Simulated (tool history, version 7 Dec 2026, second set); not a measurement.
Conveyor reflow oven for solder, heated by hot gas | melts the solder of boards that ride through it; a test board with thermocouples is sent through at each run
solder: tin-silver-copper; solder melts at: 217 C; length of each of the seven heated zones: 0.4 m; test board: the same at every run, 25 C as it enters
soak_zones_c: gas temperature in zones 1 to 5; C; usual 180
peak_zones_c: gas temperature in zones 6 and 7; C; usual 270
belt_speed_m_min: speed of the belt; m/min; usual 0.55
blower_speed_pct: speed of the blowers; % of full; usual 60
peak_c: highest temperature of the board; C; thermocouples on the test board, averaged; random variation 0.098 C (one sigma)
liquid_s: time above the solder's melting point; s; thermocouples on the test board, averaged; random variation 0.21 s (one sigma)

Run 1, hour 0: usual settings. Result: peak_c 253.42 C, liquid_s 69.4 s.
Run 2, hour 6.4: usual settings. Result: peak_c 253.49 C, liquid_s 69.8 s.
Run 3, hour 16.2: usual settings but belt_speed_m_min 0.484 m/min. Result: peak_c 257.14 C, liquid_s 83.4 s.
Run 4, hour 30.7: usual settings but belt_speed_m_min 0.484 m/min. Result: peak_c 257.42 C, liquid_s 83.5 s.
Run 5, hour 40.6: usual settings but belt_speed_m_min 0.484 m/min. Result: peak_c 257.16 C, liquid_s 83.3 s.
Run 6, hour 52.4: usual settings but belt_speed_m_min 0.484 m/min. Result: peak_c 257.26 C, liquid_s 83.4 s.
Run 7, hour 58.7: usual settings but belt_speed_m_min 0.484 m/min. Result: peak_c 257.17 C, liquid_s 83.2 s.
At hour 64.4: flux residue cleaned out of gas plates and filters.
Run 8, hour 77.1: usual settings but belt_speed_m_min 0.484 m/min. Result: peak_c 256.87 C, liquid_s 82.9 s.
Run 9, hour 88.5: usual settings. Result: peak_c 253.16 C, liquid_s 69.1 s.
Run 10, hour 97.2: usual settings. Result: peak_c 252.84 C, liquid_s 68.9 s.
At hour 107.8: flux residue cleaned out of gas plates and filters, once more.
Run 11, hour 116.2: usual settings. Result: peak_c 254.16 C, liquid_s 70.6 s.
Run 12, hour 126.5: usual settings. Result: peak_c 254.25 C, liquid_s 70.7 s.
Run 13, hour 138.8: usual settings but blower_speed_pct 63 % of full. Result: peak_c 255.19 C, liquid_s 71.3 s.
Run 14, hour 151: usual settings but blower_speed_pct 63 % of full. Result: peak_c 255.17 C, liquid_s 71.3 s.
Run 15, hour 165.4: usual settings but soak_zones_c 179 C, peak_zones_c 277 C, belt_speed_m_min 0.543 m/min, blower_speed_pct 72 % of full. Result: peak_c 263.9 C, liquid_s 78.6 s.
Run 16, hour 179.4: usual settings but peak_zones_c 273 C, belt_speed_m_min 0.641 m/min. Result: peak_c 251.61 C, liquid_s 57.4 s.
Run 17, hour 193.7: usual settings but soak_zones_c 192 C. Result: peak_c 256.5 C, liquid_s 78.5 s.

Forecast run 18:
Run 18, hour 206.6: usual settings but soak_zones_c 192 C, peak_zones_c 282 C, belt_speed_m_min 0.545 m/min, blower_speed_pct 80 % of full. Result: peak_c ?, liquid_s ?.

{"run 18": {"peak_c": 271.96, "liquid_s": 88.1}}
Without the tool's hidden state the same run would have given peak_c 271.65 C, liquid_s 86.2 s.
